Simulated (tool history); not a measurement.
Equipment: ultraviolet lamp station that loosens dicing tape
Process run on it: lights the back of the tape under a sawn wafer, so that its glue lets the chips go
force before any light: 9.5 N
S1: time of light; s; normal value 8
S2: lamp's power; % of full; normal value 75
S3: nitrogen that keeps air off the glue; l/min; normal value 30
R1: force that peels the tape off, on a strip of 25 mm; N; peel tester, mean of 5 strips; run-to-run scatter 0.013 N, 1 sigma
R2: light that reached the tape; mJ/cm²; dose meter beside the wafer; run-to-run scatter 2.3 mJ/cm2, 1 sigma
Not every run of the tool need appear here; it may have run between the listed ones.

run,day,S1,S2,S3,R1,R2
1,0.000,8,75,30,0.894,188
2,0.621,8,75,30,0.875,182
3,1.383,8,75,30,0.936,183
4,2.417,8,75,30,0.956,184
5,3.450,13,75,30,0.305,295
6,4.325,8,75,9,2.365,181
7,5.104,8,75,10,2.362,179
8,6.088,8,75,10,2.315,178
9,6.533,8,75,19,1.429,182
10,7.008,8,75,12,2.058,176
11,7.504,8,75,12,2.056,175
12,8.096,8,75,12,2.099,171
13,8.896,8,75,12,2.140,168
14,9.908,6,75,30,1.814,124
15,10.358,6,75,30,1.912,128
16,11.012,8,75,30,1.141,168
17,12.038,8,75,30,1.174,168
18,12.517,8,75,24,1.382,164
19,13.467,8,75,18,1.815,165
20,14.392,8,75,30,1.192,161
21,15.246,14,71,30,0.387,265
22,16.100,14,70,28,0.546,237
23,16.729,7,97,16,1.846,166
24,17.638,7,92,16,2.067,156
25,18.254,7,75,16,2.666,126
26,18.754,7,98,16,1.356,204
27,19.512,7,77,9,2.984,162
28,20.521,4,81,30,2.924,91
29,21.517,8,76,30,1.025,170
30,21.971,5,75,25,2.767,106
31,22.492,10,73,30,0.743,206
32,23.038,5,75,27,2.627,105
33,23.688,4,66,20,4.192,73
34,24.367,8,75,31,1.107,163
35,25.238,7,85,57,0.757,163
36,25.717,8,87,30,0.917,189
37,26.750,8,79,13,2.042,168
38,27.767,8,75,11,2.568,160
39,28.371,8,75,11,2.552,159

Withheld: 2 entries from between the runs. Position of each, and hidden state at the listed run before versus the listed run after:
Run 21 -> run 22: window cleaned of glue's vapour (day 15.312)
  lamp's light, % of a new lamp's: 80.6 -> 80.2; light that the window lets through, % of a clean one's: 89.3 -> 82
  measured less the result without the state, R1: +0.209 -> +0.348 N; R2: -104 -> -124 mJ/cm²
Run 25 -> run 26: window cleaned of glue's vapour, once more (day 18.533)
  lamp's light, % of a new lamp's: 79.4 -> 79.3; light that the window lets through, % of a clean one's: 80.8 -> 99.3
  measured less the result without the state, R1: +1.297 -> +0.527 N; R2: -70 -> -55 mJ/cm²
